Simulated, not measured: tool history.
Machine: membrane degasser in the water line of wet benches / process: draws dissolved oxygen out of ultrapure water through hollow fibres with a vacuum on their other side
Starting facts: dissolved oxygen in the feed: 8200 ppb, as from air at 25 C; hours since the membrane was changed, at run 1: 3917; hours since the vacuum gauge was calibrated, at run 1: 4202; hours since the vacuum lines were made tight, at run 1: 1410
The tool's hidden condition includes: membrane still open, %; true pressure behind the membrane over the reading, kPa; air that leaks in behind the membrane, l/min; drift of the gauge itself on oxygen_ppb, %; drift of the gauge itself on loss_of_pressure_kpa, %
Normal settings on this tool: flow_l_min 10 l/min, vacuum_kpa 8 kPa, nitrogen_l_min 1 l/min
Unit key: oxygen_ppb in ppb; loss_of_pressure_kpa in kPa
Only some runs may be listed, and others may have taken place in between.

run,hour,flow_l_min,vacuum_kpa,nitrogen_l_min,hours since the membrane was changed,hours since the vacuum gauge was calibrated,hours since the vacuum lines were made tight,oxygen_ppb,loss_of_pressure_kpa
1,0,10,8,1,3917,4202,1410,129.8,52.41
2,155.1,10,5.75,1,4072,4357,1565,77.2,53.16
3,341.4,10,8,1,4258,4543,1751,131.8,52.91
4,444,10,8,1,4361,4646,1854,128.9,52.71
# hour 553.9: vacuum gauge calibrated
5,578.9,10,8,1,4495,25,1988,119.8,53.16
6,812.1,10,8,1,4728,258,2221,119.6,53.15
7,984.4,10,8,1,4900,430,2394,120.8,53.54
8,1146.3,10,8,1,5062,592,2555,123.7,53.4
9,1319.9,10,8,1,5236,766,2729,124.8,53.36
10,1560.5,10,8,1,5476,1007,2970,125,53.87
11,1788.8,10,8,1,5705,1235,3198,124.8,53.42
12,1938.2,13,8,1,5854,1384,3347,170.5,70.4
13,2091,13,8,1,6007,1537,3500,169,70.27
14,2270.1,10,7.76,2.46,6186,1716,3679,55,53.99
# hour 2471.7: seals of the vacuum lines changed
15,2477.7,10,9.24,1,6392,1922,6,151.7,54.23
16,2628.7,10,17.13,0.46,6543,2073,157,634.7,53.97
17,2775.2,9,17.13,0.46,6689,2219,303,594.3,48.4
18,2944.3,11,15.04,2.3,6858,2388,473,149.8,60.01
19,3190,11,15.04,2.3,7104,2634,718,150.1,60.44
20,3377.3,11,15.04,2.3,7291,2821,906,151.9,60.18
21,3591.9,11,15.46,2.57,7506,3036,1120,139.2,59.91
22,3766.5,11,15.46,2.57,7681,3211,1295,144,60.39
23,3979.7,8,8,1,7894,3424,1508,102.1,43.73
24,4213.2,11,7.48,1,8127,3657,1741,131.6,60.55
25,4343.6,7,18.99,1,8258,3788,1872,279.7,38.87

Hidden state or all else? Some run-to-run changes of oxygen_ppb, split into what the settings, what came in and random variation would give without the hidden state, and what is left for the hidden state (with any gauge scatter that isn't in both results):
Run 4 -> 5: vacuum gauge calibrated. oxygen_ppb -9.1 ppb: hidden state -12.7, all else +3.6.
Run 13 -> 14: flow_l_min 13 -> 10, vacuum_kpa 8 -> 7.76, nitrogen_l_min 1 -> 2.46. oxygen_ppb -114 ppb: hidden state -8, all else -106.
Run 15 -> 16: vacuum_kpa 9.24 -> 17.13, nitrogen_l_min 1 -> 0.46. oxygen_ppb +483 ppb: hidden state +5.4, all else +477.6.
Run 17 -> 18: flow_l_min 9 -> 11, vacuum_kpa 17.13 -> 15.04, nitrogen_l_min 0.46 -> 2.3. oxygen_ppb -444.5 ppb: hidden state -5.4, all else -439.1.
